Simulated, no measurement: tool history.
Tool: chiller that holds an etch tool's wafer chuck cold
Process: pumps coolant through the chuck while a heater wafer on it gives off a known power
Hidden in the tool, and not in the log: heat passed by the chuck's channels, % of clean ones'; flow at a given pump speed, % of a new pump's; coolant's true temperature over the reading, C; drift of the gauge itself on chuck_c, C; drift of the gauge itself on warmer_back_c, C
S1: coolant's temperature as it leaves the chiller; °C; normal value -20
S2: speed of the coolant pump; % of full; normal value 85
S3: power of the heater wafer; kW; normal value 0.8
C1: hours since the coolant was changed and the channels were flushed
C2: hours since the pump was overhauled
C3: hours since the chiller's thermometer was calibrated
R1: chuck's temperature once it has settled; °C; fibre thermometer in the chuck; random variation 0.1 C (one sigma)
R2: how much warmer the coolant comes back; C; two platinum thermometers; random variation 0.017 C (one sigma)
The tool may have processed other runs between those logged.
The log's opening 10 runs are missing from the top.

run,hour,S1,S2,S3,C1,C2,C3,R1,R2
11,1126.7,-20,85,1.189,1641,1641,800,-8.4,4.74
12,1253.1,-20,85,1.189,1767,1767,927,-8.5,4.73
13,1359.6,-20,85,1.189,1873,1873,1033,-8.4,4.77
14,1464.7,-20,85,1.189,1978,1978,1138,-8.3,4.74
15,1541.4,-20,85,0.86,2055,2055,1215,-11.3,3.44
16,1710.9,-13,85,0.8,2225,2225,1384,-4.9,3.24
17,1873.7,-22,71,0.526,2388,2388,1547,-15.8,2.52
18,1965,-20,69,0.485,2479,2479,1638,-14.2,2.4
19,2130.5,-20,60,0.902,2644,2644,1804,-8.1,5.17
20,2209.5,-20,60,0.902,2723,2723,1883,-8.2,5.16
21,2316.9,-26,67,0.645,2831,2831,1990,-18,3.36
22,2421.3,-26,67,0.77,2935,2935,2095,-16.5,3.94
23,2509.6,-26,67,0.77,3023,3023,2183,-16.3,3.96
24,2624.4,-20,62,0.465,3138,3138,2298,-13.8,2.57
25,2791.9,-20,81,0.943,3306,3306,2465,-9.5,4.04
26,2955.4,-11,77,0.538,3469,3469,2629,-4.6,2.4
27,3030.7,-11,77,0.538,3544,3544,2704,-4.6,2.43
# hour 3136.1: chiller's thermometer calibrated
28,3160.2,-11,90,0.717,3673,3673,24,-3.7,2.77
29,3264.6,-11,90,0.717,3777,3777,129,-3.6,2.77
30,3421.7,-11,90,0.717,3935,3935,286,-3.7,2.81
31,3561.3,-11,90,0.717,4074,4074,425,-3.5,2.81
32,3725.9,-29,82,0.584,4239,4239,590,-22.5,2.51

Each row is a separate what-if for the run after 32, all from the same tool condition, not one after another. Results?
A,3865.4,-18,85,0.8,4378,4378,729,?,?
B,3865.4,-20,82,0.452,4378,4378,729,?,?
C,3865.4,-30,65,0.818,4378,4378,729,?,?
D,3865.4,-29,82,0.653,4378,4378,729,?,?

run,R1,R2
A,-9.1,3.34
B,-14.9,1.94
C,-19.3,4.42
D,-21.5,2.81
The same runs, with their run-to-run variation unchanged, on a tool lacking any hidden condition would have given:
run,R1,R2
A,-10.8,3.08
B,-15.9,1.79
C,-21.4,4.08
D,-23,2.59

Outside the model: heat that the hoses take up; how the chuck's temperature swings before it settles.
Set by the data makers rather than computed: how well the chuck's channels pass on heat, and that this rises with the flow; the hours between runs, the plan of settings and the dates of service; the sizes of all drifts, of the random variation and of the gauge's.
